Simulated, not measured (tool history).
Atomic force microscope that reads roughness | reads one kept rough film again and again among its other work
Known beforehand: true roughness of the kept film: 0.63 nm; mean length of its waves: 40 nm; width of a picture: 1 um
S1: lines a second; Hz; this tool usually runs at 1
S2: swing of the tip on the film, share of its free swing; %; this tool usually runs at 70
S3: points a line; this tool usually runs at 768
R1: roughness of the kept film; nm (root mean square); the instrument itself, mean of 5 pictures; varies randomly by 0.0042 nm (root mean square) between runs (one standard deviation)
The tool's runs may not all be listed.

run 1 day=0 | S1=1 S2=70 S3=768 | R1=0.6
run 2 day=1.271 | S1=1 S2=70 S3=768 | R1=0.589
-- day=1.429 new tip fitted
run 3 day=4.088 | S1=1 S2=70 S3=768 | R1=0.607
run 4 day=6.892 | S1=1 S2=70 S3=768 | R1=0.594
-- day=7.717 new tip fitted
run 5 day=8.45 | S1=1 S2=70 S3=768 | R1=0.618
run 6 day=10.825 | S1=1 S2=70 S3=768 | R1=0.6
run 7 day=13.692 | S1=0.79 S2=70 S3=768 | R1=0.604
-- day=14.075 new tip fitted
run 8 day=16.562 | S1=1 S2=70 S3=768 | R1=0.611
-- day=16.808 height scale calibrated on a step standard
run 9 day=17.921 | S1=1.33 S2=70 S3=768 | R1=0.606
run 10 day=19.258 | S1=2.05 S2=70 S3=497 | R1=0.583
-- day=20.45 new tip fitted
run 11 day=20.879 | S1=0.92 S2=81 S3=992 | R1=0.609
run 12 day=22.212 | S1=1.32 S2=70 S3=438 | R1=0.607
run 13 day=24.458 | S1=0.65 S2=73 S3=319 | R1=0.6
-- day=26.046 height scale calibrated on a step standard, once more
run 14 day=26.583 | S1=1 S2=61 S3=768 | R1=0.589
-- day=26.908 new tip fitted
run 15 day=28.3 | S1=1 S2=61 S3=768 | R1=0.601
run 16 day=29.775 | S1=1 S2=70 S3=749 | R1=0.592

Measured result minus the same run's result without the hidden state. Both carry the same run-to-run variation, though not necessarily the same gauge scatter:
The tool's hidden condition here consists of: radius of the tip, nm; height scale over the true one, %; drift of the gauge itself on roughness_nm, %.
run=1 R1=-0.011
run=2 R1=-0.016
run=3 R1=-0.002
run=4 R1=-0.012
run=5 R1=+0.007
run=6 R1=-0.002
run=7 R1=-0.013
run=8 R1=+0
run=9 R1=-0.004
run=10 R1=-0.008
run=11 R1=+0.011
run=12 R1=+0.005
run=13 R1=-0.004
run=14 R1=-0.025
run=15 R1=-0.005
run=16 R1=-0.011
